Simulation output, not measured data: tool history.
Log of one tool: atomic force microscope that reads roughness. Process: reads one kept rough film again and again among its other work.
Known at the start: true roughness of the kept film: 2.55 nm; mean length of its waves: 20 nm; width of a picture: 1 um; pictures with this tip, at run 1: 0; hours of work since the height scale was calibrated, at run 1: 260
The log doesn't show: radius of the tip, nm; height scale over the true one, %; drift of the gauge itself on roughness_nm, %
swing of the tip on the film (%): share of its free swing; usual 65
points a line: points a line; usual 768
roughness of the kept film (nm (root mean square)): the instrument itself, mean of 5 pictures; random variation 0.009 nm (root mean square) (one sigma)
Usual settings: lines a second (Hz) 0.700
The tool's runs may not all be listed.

| run | hour | lines a second (Hz) | swing of the tip on the film (%) | points a line | pictures with this tip | hours of work since the height scale was calibrated | roughness of the kept film (nm (root mean square)) |
|---|---|---|---|---|---|---|---|
| 1 | 0.0 | 0.700 | 65 | 768 | 0 | 260 | 1.995 |
| 2 | 16.5 | 0.700 | 65 | 768 | 37 | 272 | 1.747 |
| 3 | 33.6 | 0.700 | 65 | 768 | 75 | 284 | 1.564 |
| 4 | 52.3 | 2.907 | 65 | 768 | 116 | 298 | 1.343 |
| 5 | 63.4 | 2.907 | 65 | 768 | 141 | 306 | 1.270 |
|  | 84.7 | new tip fitted |
| 6 | 84.7 | 0.700 | 65 | 768 | 0 | 321 | 2.008 |
| 7 | 105.8 | 0.700 | 87 | 768 | 46 | 336 | 1.680 |
|  | 108.6 | height scale calibrated on a step standard |
| 8 | 118.5 | 1.764 | 75 | 842 | 72 | 7 | 1.533 |
| 9 | 135.0 | 0.699 | 75 | 598 | 109 | 19 | 1.398 |
| 10 | 157.4 | 3.562 | 62 | 768 | 158 | 35 | 1.201 |
| 11 | 168.3 | 1.002 | 58 | 416 | 183 | 43 | 1.161 |

5 ways to go on from here, each from the tool as it stands after run 11. What would each give?
|  | 170.9 | new tip fitted |
| A | 186.3 | 0.700 | 71 | 768 | 34 | 56 | ? |
|  | 170.9 | new tip fitted |
| B | 186.3 | 1.002 | 61 | 679 | 34 | 56 | ? |
|  | 170.9 | new tip fitted |
| C | 186.3 | 3.127 | 55 | 768 | 34 | 56 | ? |
|  | 170.9 | new tip fitted |
| D | 186.3 | 1.459 | 58 | 416 | 34 | 56 | ? |
|  | 170.9 | new tip fitted |
| E | 186.3 | 0.722 | 58 | 790 | 34 | 56 | ? |

| run | roughness of the kept film (nm (root mean square)) |
|---|---|
| A | 1.751 |
| B | 1.768 |
| C | 1.733 |
| D | 1.747 |
| E | 1.776 |
Without the tool's hidden state the same runs would have given:
| run | roughness of the kept film (nm (root mean square)) |
|---|---|
| A | 1.996 |
| B | 2.016 |
| C | 1.977 |
| D | 1.991 |
| E | 2.025 |
